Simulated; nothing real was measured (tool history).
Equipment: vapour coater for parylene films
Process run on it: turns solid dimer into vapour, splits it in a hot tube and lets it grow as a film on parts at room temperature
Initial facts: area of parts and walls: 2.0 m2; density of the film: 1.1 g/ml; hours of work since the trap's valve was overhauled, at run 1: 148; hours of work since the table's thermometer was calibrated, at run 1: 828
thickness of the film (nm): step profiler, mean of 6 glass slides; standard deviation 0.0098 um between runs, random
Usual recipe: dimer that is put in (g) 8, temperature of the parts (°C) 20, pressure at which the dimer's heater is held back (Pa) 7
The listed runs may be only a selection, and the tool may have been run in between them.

run,day,dimer that is put in (g),temperature of the parts (°C),pressure at which the dimer's heater is held back (Pa),hours of work since the trap's valve was overhauled,hours of work since the table's thermometer was calibrated,thickness of the film (nm)
1,0,8,20,7,148,828,2056
2,1.538,8,20,7,178,857,2039
3,3.05,8,20,7,207,886,2037
# day 3.421: trap's valve overhauled
4,4.183,8,20,7,15,905,2144
5,5.183,8,20,7,34,924,2150
6,6.629,8,20,7,62,952,2115
7,7.8,8,20,7,84,974,2136
8,8.879,8,20,7,105,995,2102
9,10.062,8,20,7,128,1018,2086
10,11.554,8,22,7,156,1047,2003
11,12.404,8,20,7,173,1063,2085
12,13.962,8,20,7,203,1093,2062
# day 14.567: trap's valve overhauled
13,15.446,8,20,7,17,1118,2155
14,16.721,5,20,7,41,1143,1346
15,17.608,5,20,7,58,1160,1336
16,18.979,8,20,7,85,1186,2126
17,19.746,8,20,2.14,100,1201,2469
18,20.779,8,20,2.14,119,1221,2474
19,21.85,8,20,2.14,140,1241,2445
20,22.733,8,20,7,157,1258,2091
21,23.867,8,20,7,179,1280,2056
22,24.55,8,20,7,192,1293,2058
# day 25.733: trap's valve overhauled
23,25.896,8,20,2.01,3,1316,2580
24,26.796,8,20,2.01,20,1333,2565
25,28.008,8,28,2.01,44,1356,2090
26,29.267,8,28,2.98,68,1381,1973
27,30.325,6,13,2.98,88,1401,2122
28,31.996,6,13,2.98,120,1433,2107
29,33.638,5,15,3.7,152,1465,1601
30,35.125,8,20,7.54,181,1493,2058
# day 36.842: trap's valve overhauled
31,36.938,4,17,7.16,2,1525,1160
32,38.512,4,17,7.16,32,1555,1160
33,40.129,4,17,4.69,63,1586,1232
34,41.062,4,17,4.69,81,1604,1212
35,42.288,13,23,10.11,105,1628,3037
36,43.017,5,21,5.52,119,1642,1341
37,43.992,5,21,5.52,137,1660,1333
38,45.621,5,21,5.52,169,1692,1322
39,46.933,5,21,5.52,194,1717,1287
# day 47.938: trap's valve overhauled
40,48.608,5,21,5.52,13,1746,1369
41,49.838,9,20,11.97,37,1769,2269
42,50.821,9,20,11.97,55,1788,2253
43,51.596,9,20,11.97,70,1803,2248
44,52.533,5,20,5.15,88,1821,1397
45,54.221,5,17,5.15,121,1854,1483
46,55.646,3,23,7,148,1881,718
47,56.471,12,20,7,164,1897,3144

Consider 4 possible next runs. They are alternatives, not a sequence: every one starts from the tool as it was left by run 47. What does each give?
A,58.117,8,31,9.02,196,1929,?
B,58.117,8,13,7,196,1929,?
C,58.117,5,16,2.88,196,1929,?
D,58.117,8,20,6.9,196,1929,?

run,thickness of the film (nm)
A,1542
B,2473
C,1628
D,2076
Stripped of hidden state, with their random variation kept, the same runs would have yielded:
run,thickness of the film (nm)
A,1582
B,2537
C,1670
D,2130
